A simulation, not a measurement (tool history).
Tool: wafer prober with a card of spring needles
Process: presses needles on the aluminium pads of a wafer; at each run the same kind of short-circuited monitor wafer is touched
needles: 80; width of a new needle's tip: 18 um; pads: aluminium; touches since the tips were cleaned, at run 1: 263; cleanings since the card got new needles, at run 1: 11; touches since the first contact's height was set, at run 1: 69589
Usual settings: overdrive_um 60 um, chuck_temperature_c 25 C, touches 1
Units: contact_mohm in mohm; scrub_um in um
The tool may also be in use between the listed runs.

run	hour	overdrive_um	chuck_temperature_c	touches	touches since the tips were cleaned	cleanings since the card got new needles	touches since the first contact's height was set	contact_mohm	scrub_um
1	0.0	60	25	1	263	11	69589	118	15.31
# hour 19.2: tips cleaned on abrasive film
# hour 23.7: height of the first contact set anew
2	30.3	75	25	1	3001	12	1834	113	19.10
# hour 40.8: tips cleaned on abrasive film
3	46.7	75	25	1	1611	13	6324	115	19.08
# hour 61.2: tips cleaned on abrasive film
4	78.1	75	25	1	4686	14	15013	113	19.13
# hour 83.2: tips cleaned on abrasive film
# hour 104.1: tips cleaned on abrasive film
5	117.1	75	25	2	3628	16	25774	115	19.13
# hour 123.6: tips cleaned on abrasive film
# hour 143.1: tips cleaned on abrasive film
6	149.3	60	28	1	1723	18	34636	117	15.34
# hour 165.1: tips cleaned on abrasive film
7	177.8	60	25	1	3518	19	42493	114	15.33
# hour 184.9: tips cleaned on abrasive film
# hour 207.5: tips cleaned on abrasive film
8	215.0	60	25	1	2063	21	52742	117	15.33
# hour 228.8: tips cleaned on abrasive film
9	246.6	60	25	1	4942	22	61480	116	15.35
# hour 248.6: tips cleaned on abrasive film
# hour 268.6: tips cleaned on abrasive film
10	278.2	60	25	1	2662	24	70171	116	15.35
# hour 289.9: tips cleaned on abrasive film
# hour 300.0: height of the first contact set anew
# hour 309.6: tips cleaned on abrasive film
11	309.6	65	25	3	0	26	2648	117	16.72
# hour 329.2: tips cleaned on abrasive film
12	333.1	60	94	1	1090	27	9133	127	15.39
# hour 351.4: tips cleaned on abrasive film
# hour 370.8: tips cleaned on abrasive film
13	372.1	67	26	1	358	29	19875	114	17.23
# hour 391.5: tips cleaned on abrasive film
14	391.9	61	32	3	102	30	25329	120	15.69

Forecast each of these 5 alternatives for the next run:
# hour 413.4: tips cleaned on abrasive film
A	413.4	61	42	2	0	31	31258	?	?
# hour 413.4: tips cleaned on abrasive film
B	413.4	64	32	1	0	31	31258	?	?
# hour 413.4: tips cleaned on abrasive film
C	413.4	75	54	2	0	31	31258	?	?
# hour 413.4: tips cleaned on abrasive film
D	413.4	60	25	2	0	31	31258	?	?
# hour 413.4: tips cleaned on abrasive film
E	413.4	44	50	1	0	31	31258	?	?

run	contact_mohm	scrub_um
A	119	15.69
B	119	16.47
C	118	19.31
D	116	15.43
E	125	11.30
Without the tool's hidden state the same runs would have given:
run	contact_mohm	scrub_um
A	118	15.55
B	119	16.32
C	118	19.13
D	116	15.29
E	125	11.20
